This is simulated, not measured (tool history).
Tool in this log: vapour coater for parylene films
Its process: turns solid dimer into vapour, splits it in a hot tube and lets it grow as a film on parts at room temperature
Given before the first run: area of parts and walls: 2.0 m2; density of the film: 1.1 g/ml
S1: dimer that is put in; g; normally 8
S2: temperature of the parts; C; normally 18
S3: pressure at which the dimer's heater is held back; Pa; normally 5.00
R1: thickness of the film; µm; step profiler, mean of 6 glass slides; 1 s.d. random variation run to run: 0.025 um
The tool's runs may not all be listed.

run,hour,S1,S2,S3,R1
1,0.0,8,18,5.00,1.88
2,28.1,8,18,5.00,1.82
3,70.9,8,18,5.00,1.83
4,111.4,8,18,5.00,1.80
5,144.0,5,18,5.00,1.12
6,181.7,5,18,5.00,1.10
7,220.1,5,18,5.00,1.09
8,244.2,5,18,10.27,1.02
9,290.7,5,18,10.27,1.06
10,327.9,5,18,10.27,1.01
11,382.7,8,18,5.00,1.61
# hour 428.3: trap's valve overhauled
12,428.3,8,18,5.00,1.85
13,479.8,8,18,5.00,1.80
14,513.6,8,29,5.00,1.07
15,545.8,8,29,5.00,1.02
16,603.2,8,18,8.51,1.71
17,640.2,8,18,8.51,1.64
18,687.6,8,18,8.51,1.67
19,713.6,8,18,8.51,1.61
20,768.0,5,18,5.00,1.03

Run 21 has not been measured yet. What should we expect?
21,809.6,5,18,5.00,?

{"run 21": {"R1": 1.02}}
Take away the tool's hidden state, keep the run-to-run variation as it was, and the same run would have given R1 1.19 µm.
